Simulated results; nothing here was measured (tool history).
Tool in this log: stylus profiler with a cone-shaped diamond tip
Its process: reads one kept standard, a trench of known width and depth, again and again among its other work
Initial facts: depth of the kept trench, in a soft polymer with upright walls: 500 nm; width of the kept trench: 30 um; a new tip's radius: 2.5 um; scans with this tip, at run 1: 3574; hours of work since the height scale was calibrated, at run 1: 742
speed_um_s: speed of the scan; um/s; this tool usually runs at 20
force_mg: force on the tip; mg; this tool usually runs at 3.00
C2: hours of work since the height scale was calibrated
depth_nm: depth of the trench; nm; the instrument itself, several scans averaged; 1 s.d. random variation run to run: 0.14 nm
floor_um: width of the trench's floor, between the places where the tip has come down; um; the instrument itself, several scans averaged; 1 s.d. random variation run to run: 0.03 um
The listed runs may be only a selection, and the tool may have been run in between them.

run 1 hour=0.0 | speed_um_s=20 force_mg=3.00 | scans_with_this_tip=3574 C2=742 | depth_nm=503.09 floor_um=26.57
run 2 hour=25.9 | speed_um_s=7 force_mg=3.00 | scans_with_this_tip=3654 C2=758 | depth_nm=503.13 floor_um=26.66
run 3 hour=61.0 | speed_um_s=7 force_mg=3.00 | scans_with_this_tip=3762 C2=781 | depth_nm=502.95 floor_um=26.60
run 4 hour=96.5 | speed_um_s=7 force_mg=3.03 | scans_with_this_tip=3872 C2=804 | depth_nm=503.03 floor_um=26.58
run 5 hour=133.6 | speed_um_s=20 force_mg=3.00 | scans_with_this_tip=3986 C2=827 | depth_nm=502.96 floor_um=26.48
run 6 hour=151.5 | speed_um_s=20 force_mg=3.00 | scans_with_this_tip=4041 C2=839 | depth_nm=502.72 floor_um=26.51
-- hour=189.0 height scale calibrated on a step standard
run 7 hour=196.1 | speed_um_s=20 force_mg=3.00 | scans_with_this_tip=4177 C2=5 | depth_nm=505.39 floor_um=26.56
run 8 hour=231.3 | speed_um_s=68 force_mg=3.00 | scans_with_this_tip=4286 C2=27 | depth_nm=505.41 floor_um=26.25
run 9 hour=249.3 | speed_um_s=20 force_mg=2.69 | scans_with_this_tip=4342 C2=39 | depth_nm=504.79 floor_um=26.46
run 10 hour=290.4 | speed_um_s=20 force_mg=2.69 | scans_with_this_tip=4469 C2=65 | depth_nm=505.13 floor_um=26.52
run 11 hour=314.3 | speed_um_s=20 force_mg=2.69 | scans_with_this_tip=4542 C2=80 | depth_nm=505.07 floor_um=26.49
run 12 hour=342.4 | speed_um_s=20 force_mg=3.00 | scans_with_this_tip=4629 C2=98 | depth_nm=505.23 floor_um=26.46
run 13 hour=380.7 | speed_um_s=20 force_mg=1.37 | scans_with_this_tip=4747 C2=123 | depth_nm=502.87 floor_um=26.44
run 14 hour=419.6 | speed_um_s=20 force_mg=1.37 | scans_with_this_tip=4867 C2=148 | depth_nm=502.74 floor_um=26.38
run 15 hour=440.0 | speed_um_s=20 force_mg=5.59 | scans_with_this_tip=4930 C2=161 | depth_nm=507.65 floor_um=26.50
run 16 hour=459.1 | speed_um_s=12 force_mg=4.86 | scans_with_this_tip=4990 C2=173 | depth_nm=506.88 floor_um=26.50
run 17 hour=488.8 | speed_um_s=47 force_mg=2.74 | scans_with_this_tip=5081 C2=192 | depth_nm=504.74 floor_um=26.23
run 18 hour=512.7 | speed_um_s=47 force_mg=2.74 | scans_with_this_tip=5155 C2=207 | depth_nm=504.53 floor_um=26.22
run 19 hour=544.7 | speed_um_s=47 force_mg=2.74 | scans_with_this_tip=5253 C2=228 | depth_nm=504.48 floor_um=26.23
run 20 hour=566.7 | speed_um_s=19 force_mg=3.00 | scans_with_this_tip=5322 C2=242 | depth_nm=504.76 floor_um=26.45
run 21 hour=597.6 | speed_um_s=19 force_mg=3.00 | scans_with_this_tip=5417 C2=262 | depth_nm=504.67 floor_um=26.34
run 22 hour=631.8 | speed_um_s=19 force_mg=3.00 | scans_with_this_tip=5522 C2=284 | depth_nm=504.75 floor_um=26.48
run 23 hour=651.8 | speed_um_s=15 force_mg=2.08 | scans_with_this_tip=5584 C2=296 | depth_nm=503.83 floor_um=26.40
run 24 hour=692.4 | speed_um_s=22 force_mg=3.74 | scans_with_this_tip=5710 C2=323 | depth_nm=505.50 floor_um=26.41
run 25 hour=735.9 | speed_um_s=40 force_mg=1.50 | scans_with_this_tip=5844 C2=350 | depth_nm=502.23 floor_um=26.14
run 26 hour=774.9 | speed_um_s=15 force_mg=2.84 | scans_with_this_tip=5964 C2=375 | depth_nm=504.22 floor_um=26.40

Forecast each of these 4 alternatives for the next run:
run A hour=814.1 | speed_um_s=8 force_mg=8.84 | scans_with_this_tip=6085 C2=400 | depth_nm=? floor_um=?
run B hour=814.1 | speed_um_s=19 force_mg=2.42 | scans_with_this_tip=6085 C2=400 | depth_nm=? floor_um=?
run C hour=814.1 | speed_um_s=15 force_mg=1.23 | scans_with_this_tip=6085 C2=400 | depth_nm=? floor_um=?
run D hour=814.1 | speed_um_s=6 force_mg=2.84 | scans_with_this_tip=6085 C2=400 | depth_nm=? floor_um=?

run=A depth_nm=510.17 floor_um=26.44
run=B depth_nm=504.01 floor_um=26.34
run=C depth_nm=502.15 floor_um=26.32
run=D depth_nm=504.23 floor_um=26.41
The same runs, with their run-to-run variation unchanged, on a tool lacking any hidden condition would have given:
run=A depth_nm=511.02 floor_um=26.98
run=B depth_nm=504.85 floor_um=26.88
run=C depth_nm=502.98 floor_um=26.86
run=D depth_nm=505.07 floor_um=26.95
